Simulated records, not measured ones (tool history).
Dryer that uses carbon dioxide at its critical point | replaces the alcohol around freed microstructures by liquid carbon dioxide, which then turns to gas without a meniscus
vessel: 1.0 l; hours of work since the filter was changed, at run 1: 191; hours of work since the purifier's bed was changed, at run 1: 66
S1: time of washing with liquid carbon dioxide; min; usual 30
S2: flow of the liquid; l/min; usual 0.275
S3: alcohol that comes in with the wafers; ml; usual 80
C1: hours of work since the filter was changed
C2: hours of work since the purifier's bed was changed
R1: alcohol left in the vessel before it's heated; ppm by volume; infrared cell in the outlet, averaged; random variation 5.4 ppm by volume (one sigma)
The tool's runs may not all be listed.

run   hour  S1     S2   S3   C1   C2    R1
  1      0  30  0.275   80  191   66   247
  2    9.4  30  0.275   80  197   72   247
  3   16.8  34  0.275   80  202   76   134
  4   25.9  34  0.175   80  208   82  1381
  5   34.7  34  0.175   80  213   88  1376
  6   43.7  34  0.175   80  219   94  1361
  7   48.9  34  0.175   80  222   97  1390
  8   56.3  30  0.275   80  227  102   292
  9   64.1  30  0.275   38  232  107   144
 10   71.5  30  0.275   38  237  112   155
      80.7  -- inlet filter changed
 11     81  30  0.275   38    0  117    93
 12   88.9  27  0.275   80    5  122   282
 13   95.3  45  0.275   80    9  126    39
 14  101.7  45  0.275   80   14  131    36
 15  109.4  45  0.275   80   18  135    33
 16  117.3  45  0.275   80   24  141    33
 17  126.4  20  0.275   80   29  146  1192
 18  134.8  30  0.275   80   35  152   187
 19  143.8  30  0.275   80   41  158   181
 20  151.2  30  0.275   80   45  162   175
 21  157.7  30  0.243   80   50  167   355
 22  163.4  30  0.243   80   53  170   362
 23  171.6  30  0.243   80   59  176   374
 24  177.3  28  0.235   40   62  179   333
 25  185.2  34  0.266   37   67  184    82
 26  189.4  34  0.266   37   70  187    87
 27  197.8  34  0.266   37   75  192    84
 28  205.6  28  0.271   99   80  197   390
 29  212.7  28  0.179   99   85  202  2526
 30  219.8  32  0.275   65   90  207   141
 31  226.7  32  0.368  118   94  211    68
 32  233.8  33  0.289  118   99  216   148
 33  239.3  39  0.281   49  102  219    64
 34  248.8  30  0.275   32  108  225   115
 35  256.7  44  0.309   39  113  230    55
 36  263.1  20  0.398   88  117  234   280
 37  270.4  44  0.195  102  122  239   264
 38  279.2  44  0.195  102  128  245   252
 39  285.6  44  0.195  102  132  249   266
 40  294.6  32  0.425   62  138  255    63
 41    302  18  0.275   35  142  259  1023
 42  309.1  18  0.275   35  147  264  1045
 43  313.2  30  0.219   25  150  267   281

Measured less the same run without the tool's hidden state. The same run-to-run variation is in both; the gauge's scatter may not be:
The hidden state here: flow that reaches the vessel past the clogged filter, %; alcohol in the recycled carbon dioxide, ppm; drift of the gauge itself on alcohol_ppm, %.
run    R1
  1  +118
  2  +123
  3   +73
  4  +527
  5  +537
  6  +544
  7  +560
  8  +156
  9   +85
 10   +91
 11   +25
 12   +32
 13   +26
 14   +26
 15   +28
 16   +28
 17  +112
 18   +48
 19   +53
 20   +54
 21   +79
 22   +83
 23   +90
 24   +81
 25   +46
 26   +47
 27   +49
 28  +116
 29  +434
 30   +67
 31   +48
 32   +75
 33   +49
 34   +66
 35   +47
 36  +121
 37  +121
 38  +121
 39  +128
 40   +53
 41  +294
 42  +305
 43  +127
